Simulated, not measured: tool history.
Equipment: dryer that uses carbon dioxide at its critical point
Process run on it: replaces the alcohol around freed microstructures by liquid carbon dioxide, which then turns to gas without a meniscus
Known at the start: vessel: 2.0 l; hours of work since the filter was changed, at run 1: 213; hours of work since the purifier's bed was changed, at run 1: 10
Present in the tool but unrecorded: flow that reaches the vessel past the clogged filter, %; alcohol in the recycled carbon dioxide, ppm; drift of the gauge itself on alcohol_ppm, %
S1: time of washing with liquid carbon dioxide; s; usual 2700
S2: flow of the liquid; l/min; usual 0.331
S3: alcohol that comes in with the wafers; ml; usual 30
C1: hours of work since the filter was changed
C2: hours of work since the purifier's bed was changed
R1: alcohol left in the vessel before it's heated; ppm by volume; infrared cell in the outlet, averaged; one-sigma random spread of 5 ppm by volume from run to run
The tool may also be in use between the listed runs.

Run 1, day 0.000: usual settings; C1 213; C2 10. Result: R1 30 ppm by volume.
Run 2, day 0.892: usual settings; C1 225; C2 22. Result: R1 37 ppm by volume.
Run 3, day 1.796: usual settings; C1 238; C2 35. Result: R1 43 ppm by volume.
Run 4, day 2.762: usual settings but S1 2340 s; C1 251; C2 48. Result: R1 77 ppm by volume.
Run 5, day 3.267: usual settings but S1 2340 s; C1 258; C2 55. Result: R1 76 ppm by volume.
Run 6, day 3.746: usual settings but S1 2340 s; C1 264; C2 61. Result: R1 70 ppm by volume.
Run 7, day 4.546: usual settings but S1 2340 s, S3 69 ml; C1 275; C2 72. Result: R1 172 ppm by volume.
Run 8, day 5.142: usual settings; C1 284; C2 81. Result: R1 52 ppm by volume.
Run 9, day 5.983: usual settings but S1 3180 s; C1 295; C2 92. Result: R1 20 ppm by volume.
Run 10, day 6.400: usual settings but S1 3180 s; C1 301; C2 98. Result: R1 25 ppm by volume.
Run 11, day 6.875: usual settings but S1 3180 s; C1 308; C2 105. Result: R1 31 ppm by volume.
Run 12, day 7.567: usual settings but S1 3180 s; C1 317; C2 114. Result: R1 23 ppm by volume.
Run 13, day 8.029: usual settings but S1 3180 s; C1 324; C2 121. Result: R1 27 ppm by volume.
Run 14, day 8.888: usual settings but S1 3120 s; C1 335; C2 132. Result: R1 37 ppm by volume.
Run 15, day 9.550: usual settings but S1 2820 s; C1 345; C2 142. Result: R1 47 ppm by volume.
Run 16, day 10.150: usual settings but S1 2820 s; C1 353; C2 150. Result: R1 36 ppm by volume.
Run 17, day 10.921: usual settings but S1 2820 s, S2 0.535 l/min; C1 363; C2 160. Result: R1 14 ppm by volume.
Run 18, day 11.850: usual settings but S1 2820 s, S2 0.535 l/min; C1 376; C2 173. Result: R1 7 ppm by volume.
Run 19, day 12.279: usual settings but S1 3900 s; C1 382; C2 179. Result: R1 21 ppm by volume.
Run 20, day 12.912: usual settings but S1 3900 s, S2 0.514 l/min; C1 391; C2 188. Result: R1 21 ppm by volume.
Run 21, day 13.508: usual settings but S3 28 ml; C1 399; C2 196. Result: R1 54 ppm by volume.
Run 22, day 14.117: usual settings but S3 22 ml; C1 408; C2 205. Result: R1 41 ppm by volume.
Run 23, day 14.771: usual settings but S3 22 ml; C1 417; C2 214. Result: R1 46 ppm by volume.
Run 24, day 15.667: usual settings but S1 2940 s, S3 100 ml; C1 429; C2 226. Result: R1 106 ppm by volume.
Run 25, day 16.417: usual settings but S1 1860 s, S2 0.252 l/min, S3 33 ml; C1 439; C2 236. Result: R1 734 ppm by volume.
Run 26, day 17.029: usual settings but S1 4320 s, S2 0.443 l/min, S3 41 ml; C1 448; C2 245. Result: R1 17 ppm by volume.
Run 27, day 17.567: usual settings but S1 4320 s, S2 0.443 l/min, S3 41 ml; C1 455; C2 252. Result: R1 22 ppm by volume.
Run 28, day 18.108: usual settings but S1 4320 s, S2 0.443 l/min, S3 41 ml; C1 463; C2 260. Result: R1 27 ppm by volume.
Run 29, day 19.100: usual settings but S1 4320 s, S2 0.443 l/min, S3 41 ml; C1 476; C2 273. Result: R1 19 ppm by volume.
At day 19.467: inlet filter changed.
Run 30, day 19.575: usual settings but S1 3000 s, S2 0.338 l/min, S3 56 ml; C1 1; C2 279. Result: R1 36 ppm by volume.
Run 31, day 20.454: usual settings but S1 3000 s, S2 0.561 l/min, S3 58 ml; C1 14; C2 291. Result: R1 24 ppm by volume.
Run 32, day 21.179: usual settings but S1 3480 s, S2 0.242 l/min, S3 108 ml; C1 24; C2 301. Result: R1 101 ppm by volume.
Run 33, day 21.742: usual settings but S1 2580 s, S2 0.508 l/min, S3 21 ml; C1 31; C2 309. Result: R1 22 ppm by volume.
Run 34, day 22.412: usual settings but S1 2580 s, S2 0.508 l/min, S3 21 ml; C1 41; C2 318. Result: R1 14 ppm by volume.
Run 35, day 23.308: usual settings but S1 2760 s, S2 0.200 l/min; C1 53; C2 331. Result: R1 242 ppm by volume.
Run 36, day 23.767: usual settings but S1 2880 s, S3 44 ml; C1 59; C2 337. Result: R1 43 ppm by volume.
Run 37, day 24.212: usual settings but S1 3540 s, S3 36 ml; C1 65; C2 343. Result: R1 18 ppm by volume.
Run 38, day 25.108: usual settings but S1 3540 s, S3 36 ml; C1 78; C2 356. Result: R1 29 ppm by volume.
Run 39, day 26.079: usual settings but S2 0.398 l/min, S3 23 ml; C1 91; C2 369. Result: R1 27 ppm by volume.
Run 40, day 26.817: usual settings but S2 0.398 l/min, S3 23 ml; C1 101; C2 379. Result: R1 27 ppm by volume.
Run 41, day 27.442: usual settings but S1 2100 s, S2 0.306 l/min; C1 110; C2 388. Result: R1 160 ppm by volume.
Run 42, day 28.171: usual settings but S1 2100 s, S2 0.306 l/min; C1 120; C2 398. Result: R1 162 ppm by volume.
Run 43, day 28.646: usual settings but S1 3900 s, S3 60 ml; C1 127; C2 404. Result: R1 33 ppm by volume.
Run 44, day 29.479: usual settings but S1 3900 s, S2 0.394 l/min, S3 22 ml; C1 138; C2 416. Result: R1 18 ppm by volume.
Run 45, day 30.258: usual settings but S1 3900 s, S2 0.540 l/min, S3 63 ml; C1 149; C2 427. Result: R1 29 ppm by volume.
Run 46, day 30.946: usual settings but S1 1860 s, S2 0.500 l/min, S3 79 ml; C1 158; C2 436. Result: R1 80 ppm by volume.

What would each run have given without the hidden state, its run-to-run variation left as it was?
run   R1
  1   18
  2   23
  3   28
  4   47
  5   46
  6   38
  7  100
  8   33
  9    7
 10   13
 11   18
 12   10
 13   12
 14   21
 15   23
 16   11
 17    4
 18    0
 19    8
 20   10
 21   20
 22   12
 23   15
 24   40
 25  428
 26    3
 27    7
 28   12
 29    3
 30   20
 31    7
 32   78
 33    4
 34    0
 35  205
 36   21
 37    0
 38    8
 39    5
 40    4
 41  115
 42  114
 43    9
 44    0
 45    5
 46   38
